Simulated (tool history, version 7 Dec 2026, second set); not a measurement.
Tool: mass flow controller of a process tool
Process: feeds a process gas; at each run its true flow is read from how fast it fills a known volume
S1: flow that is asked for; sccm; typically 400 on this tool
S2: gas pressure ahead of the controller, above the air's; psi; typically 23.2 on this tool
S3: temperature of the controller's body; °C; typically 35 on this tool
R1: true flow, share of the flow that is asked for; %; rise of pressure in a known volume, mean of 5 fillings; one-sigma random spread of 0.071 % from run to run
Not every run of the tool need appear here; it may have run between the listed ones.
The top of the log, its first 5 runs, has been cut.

run     hour   S1    S2  S3      R1
  6   2074.3  400  28.1  35  100.98
  7   2603.3  400  28.1  35  101.09
  8   2828.9  400  28.1  35  101.06
  9   3279.6  400  23.2  35  101.16
 10   3756.9  400  23.2  35   101.1
 11   4094.6  400  23.2  27   100.4
 12   4608.3  400  23.2  27  100.42
 13   5152.5  400  23.2  35   101.5
 14   5526.1  400  23.2  35   101.5
 15   5878.3  400  23.2  35  101.61
 16   6319.5  400  23.2  35  101.58
 17   6547.8  400  33.4  35  101.81
 18   6897.9  396  23.2  35   101.8
 19   7240.5  400  30.3  35  101.99
      7590.7  -- gauge calibrated
      7632.2  -- controller's zero set anew
 20     7736  400  30.3  35  100.69
 21     8072  107  23.2  20   98.71
 22   8523.2  286    29  20   99.29
 23   9059.7  286    29  20   99.14
      9328.4  -- controller exchanged for a calibrated one
 24   9412.3  286    29  20   99.13
 25   9820.6  286    29  20   99.24
 26  10243.4  589  24.8  31  100.82
 27  10496.7  545  23.2  27  100.27
 28  10982.6  545  23.2  27  100.29
 29  11323.6  637  33.2  21   99.99

Run 30 is up next; what results do you expect?
 30  11635.1  637  33.2  21   ?

Logged for run 30: R1 100 %.
If the tool had no hidden condition, the same run with the same run-to-run variation would have returned R1 99.28 %.
